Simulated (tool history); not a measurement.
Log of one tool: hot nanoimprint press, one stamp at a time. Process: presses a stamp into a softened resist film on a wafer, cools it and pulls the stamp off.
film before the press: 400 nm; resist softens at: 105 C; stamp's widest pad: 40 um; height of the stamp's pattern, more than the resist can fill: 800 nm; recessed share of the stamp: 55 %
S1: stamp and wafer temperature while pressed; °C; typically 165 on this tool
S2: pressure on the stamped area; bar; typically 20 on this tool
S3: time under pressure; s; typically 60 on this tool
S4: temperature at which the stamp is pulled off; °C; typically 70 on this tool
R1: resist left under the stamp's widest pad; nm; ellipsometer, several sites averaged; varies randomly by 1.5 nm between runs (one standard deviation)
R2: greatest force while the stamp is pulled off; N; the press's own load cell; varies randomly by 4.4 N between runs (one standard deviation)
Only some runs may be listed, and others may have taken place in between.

run,hour,S1,S2,S3,S4,R1,R2
1,0,165,20,60,70,239.7,219
2,31.7,165,20,60,70,241.6,212
3,68.8,165,20,55,70,249.6,228
4,104.5,165,20,55,70,246.3,217
# hour 138.8: plate thermocouple calibrated
5,147.7,165,20,55,70,253.5,230
6,170.1,165,20,55,70,255.2,235
7,192.7,165,20,55,70,255.4,240
8,226.9,165,20,55,70,256.3,239
9,264,165,20,55,70,254.4,248
10,288.4,165,20,55,70,255.2,239
11,307.9,165,20,55,70,257.2,248
12,349.2,165,20,55,70,259.9,248
# hour 355.3: plate thermocouple calibrated, once more
13,391.6,165,20,47,70,256.3,258
14,409.2,165,20,47,70,253.6,245
15,435.7,165,20,47,70,258,252
16,463.6,165,20,60,70,237.8,250
17,494.7,165,27.9,60,68,215.1,258
18,531.5,171,13.1,58,73,235.8,260
19,567.8,171,13.1,58,73,237.3,264
20,608.8,162,17.6,36,70,305.1,268
# hour 635.1: stamp cleaned and given a new release coat
21,635.1,167,20,60,68,226.2,216
22,657.6,164,20,60,70,248.1,219
23,684.5,163,26.6,33,70,282.3,223
24,711,170,26.6,33,70,233.9,218
25,731.4,159,26.6,33,76,303.6,216
26,752.4,165,20,60,59,242.8,239
27,783.8,175,20,60,58,180.1,243
28,817,175,20,60,58,180.9,243
# hour 855: press's hydraulic seals changed and the load cell set to zero
29,859.1,159,20,60,69,280.8,225
# hour 888.2: plate thermocouple calibrated
30,888.2,171,19.6,116,71,150.8,231
31,927,165,17.4,63,67,241.8,248

Each row is a separate what-if for the run after 31, all from the same tool condition, not one after another. Results?
A,950.2,162,17.4,63,60,?,?
B,950.2,165,17.7,60,63,?,?
C,950.2,165,20,60,78,?,?

run,R1,R2
A,257.9,249
B,240.5,246
C,235.5,234
With no hidden state in the tool, these same runs would have given:
run,R1,R2
A,257.1,221
B,239.7,218
C,234.6,208
